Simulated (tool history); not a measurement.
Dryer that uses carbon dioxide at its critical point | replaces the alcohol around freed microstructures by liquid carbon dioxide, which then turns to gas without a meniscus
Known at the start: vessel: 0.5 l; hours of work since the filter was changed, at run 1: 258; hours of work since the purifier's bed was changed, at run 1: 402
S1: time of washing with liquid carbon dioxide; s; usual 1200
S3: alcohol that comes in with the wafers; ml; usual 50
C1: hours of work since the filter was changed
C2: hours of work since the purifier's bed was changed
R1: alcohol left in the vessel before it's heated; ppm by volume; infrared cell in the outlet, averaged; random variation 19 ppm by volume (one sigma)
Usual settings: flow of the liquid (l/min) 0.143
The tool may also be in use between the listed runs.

Run 1, hour 0: usual settings; C1 258; C2 402. Result: R1 1868 ppm by volume.
Run 2, hour 52.8: usual settings; C1 291; C2 436. Result: R1 2023 ppm by volume.
At hour 90.4: inlet filter changed.
Run 3, hour 121.3: usual settings but S3 100 ml; C1 20; C2 479. Result: R1 2816 ppm by volume.
Run 4, hour 184.4: usual settings; C1 60; C2 519. Result: R1 1604 ppm by volume.
At hour 224.2: purifier's bed changed.
Run 5, hour 237.1: usual settings; C1 91; C2 8. Result: R1 1471 ppm by volume.
Run 6, hour 296.3: usual settings; C1 129; C2 46. Result: R1 1540 ppm by volume.
Run 7, hour 345.2: usual settings; C1 160; C2 77. Result: R1 1628 ppm by volume.
Run 8, hour 401.2: usual settings but S1 1560 s, flow of the liquid (l/min) 0.21, S3 59 ml; C1 196; C2 113. Result: R1 100 ppm by volume.
Run 9, hour 464.5: usual settings but S1 1500 s, flow of the liquid (l/min) 0.119, S3 53 ml; C1 236; C2 153. Result: R1 1635 ppm by volume.
Run 10, hour 507.1: usual settings but S1 780 s, flow of the liquid (l/min) 0.167, S3 21 ml; C1 263; C2 180. Result: R1 2095 ppm by volume.
Run 11, hour 562.7: usual settings but S1 1500 s, flow of the liquid (l/min) 0.199; C1 299; C2 215. Result: R1 190 ppm by volume.
At hour 590: inlet filter changed.
Run 12, hour 617: usual settings but flow of the liquid (l/min) 0.145, S3 60 ml; C1 17; C2 249. Result: R1 1560 ppm by volume.
Run 13, hour 669.3: usual settings but flow of the liquid (l/min) 0.145, S3 60 ml; C1 50; C2 282. Result: R1 1616 ppm by volume.
Run 14, hour 699.8: usual settings but S1 840 s, flow of the liquid (l/min) 0.149, S3 57 ml; C1 70; C2 302. Result: R1 5180 ppm by volume.

3 ways to go on from here, each from the tool as it stands after run 14. What would each give?
Run A, hour 735.4: usual settings but S3 30 ml; C1 92; C2 325. Result: R1 ?.
Run B, hour 735.4: usual settings but S1 840 s, flow of the liquid (l/min) 0.118, S3 57 ml; C1 92; C2 325. Result: R1 ?.
Run C, hour 735.4: usual settings but S3 34 ml; C1 92; C2 325. Result: R1 ?.

run    R1
  A   990
  B  9729
  C  1066
Without the tool's hidden state the same runs would have given:
run    R1
  A   752
  B  8873
  C   823
